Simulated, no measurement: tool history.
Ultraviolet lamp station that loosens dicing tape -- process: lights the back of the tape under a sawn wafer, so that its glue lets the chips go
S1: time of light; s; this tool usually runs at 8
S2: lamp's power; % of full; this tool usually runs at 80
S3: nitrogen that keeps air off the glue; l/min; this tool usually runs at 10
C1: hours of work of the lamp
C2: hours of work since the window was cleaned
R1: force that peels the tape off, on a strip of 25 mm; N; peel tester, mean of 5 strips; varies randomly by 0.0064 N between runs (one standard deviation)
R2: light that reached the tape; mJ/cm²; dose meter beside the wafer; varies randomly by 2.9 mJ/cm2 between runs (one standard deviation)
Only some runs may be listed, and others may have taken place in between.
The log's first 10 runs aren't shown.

{"run": 11, "day": 3.158, "S1": 8, "S2": 79, "S3": 10, "C1": 168, "C2": 235, "R1": 0.25, "R2": 378}
{"run": 12, "day": 3.525, "S1": 8, "S2": 79, "S3": 10, "C1": 175, "C2": 242, "R1": 0.266, "R2": 376}
{"run": 13, "day": 3.967, "S1": 8, "S2": 80, "S3": 10, "C1": 183, "C2": 250, "R1": 0.238, "R2": 385}
{"run": 14, "day": 4.4, "S1": 8, "S2": 80, "S3": 10, "C1": 191, "C2": 259, "R1": 0.259, "R2": 384}
{"run": 15, "day": 4.629, "S1": 8, "S2": 80, "S3": 9, "C1": 196, "C2": 263, "R1": 0.271, "R2": 384}
{"run": 16, "day": 5.008, "S1": 8, "S2": 80, "S3": 9, "C1": 203, "C2": 270, "R1": 0.291, "R2": 383}
{"run": 17, "day": 5.404, "S1": 8, "S2": 80, "S3": 9, "C1": 210, "C2": 278, "R1": 0.276, "R2": 373}
{"day": 5.45, "done": "window cleaned of glue's vapour"}
{"run": 18, "day": 5.7, "S1": 8, "S2": 80, "S3": 9, "C1": 216, "C2": 5, "R1": 0.302, "R2": 374}
{"run": 19, "day": 6.046, "S1": 16, "S2": 75, "S3": 10, "C1": 222, "C2": 11, "R1": 0.077, "R2": 699}
{"run": 20, "day": 6.404, "S1": 6, "S2": 62, "S3": 9, "C1": 229, "C2": 18, "R1": 1.279, "R2": 212}
{"run": 21, "day": 6.754, "S1": 6, "S2": 92, "S3": 9, "C1": 236, "C2": 25, "R1": 0.469, "R2": 315}
{"run": 22, "day": 7.025, "S1": 5, "S2": 99, "S3": 18, "C1": 241, "C2": 30, "R1": 0.341, "R2": 288}
{"day": 7.188, "done": "window cleaned of glue's vapour, once more"}
{"run": 23, "day": 7.333, "S1": 8, "S2": 84, "S3": 9, "C1": 246, "C2": 3, "R1": 0.211, "R2": 410}
{"run": 24, "day": 7.721, "S1": 10, "S2": 92, "S3": 9, "C1": 254, "C2": 10, "R1": 0.095, "R2": 563}
{"run": 25, "day": 7.921, "S1": 10, "S2": 90, "S3": 10, "C1": 257, "C2": 14, "R1": 0.104, "R2": 552}
{"run": 26, "day": 8.171, "S1": 4, "S2": 64, "S3": 5, "C1": 262, "C2": 19, "R1": 3.069, "R2": 156}
{"run": 27, "day": 8.604, "S1": 7, "S2": 86, "S3": 5, "C1": 270, "C2": 27, "R1": 0.575, "R2": 368}
{"run": 28, "day": 8.996, "S1": 8, "S2": 65, "S3": 10, "C1": 278, "C2": 34, "R1": 0.414, "R2": 318}
{"run": 29, "day": 9.308, "S1": 8, "S2": 82, "S3": 18, "C1": 284, "C2": 40, "R1": 0.136, "R2": 394}
{"run": 30, "day": 9.696, "S1": 9, "S2": 73, "S3": 12, "C1": 291, "C2": 48, "R1": 0.17, "R2": 402}
{"run": 31, "day": 10.058, "S1": 8, "S2": 80, "S3": 16, "C1": 298, "C2": 55, "R1": 0.164, "R2": 391}

Predict each of these 3 candidate next runs independently; none follows another, all start after run 31:
{"run": "A", "day": 10.471, "S1": 13, "S2": 80, "S3": 10, "C1": 306, "C2": 62, "R1": "?", "R2": "?"}
{"run": "B", "day": 10.471, "S1": 8, "S2": 80, "S3": 6, "C1": 306, "C2": 62, "R1": "?", "R2": "?"}
{"run": "C", "day": 10.471, "S1": 8, "S2": 62, "S3": 5, "C1": 306, "C2": 62, "R1": "?", "R2": "?"}

run=A R1=0.083 R2=633
run=B R1=0.408 R2=390
run=C R1=0.959 R2=300
Had the tool no hidden state, the same runs would have come out as:
run=A R1=0.078 R2=673
run=B R1=0.341 R2=414
run=C R1=0.827 R2=319
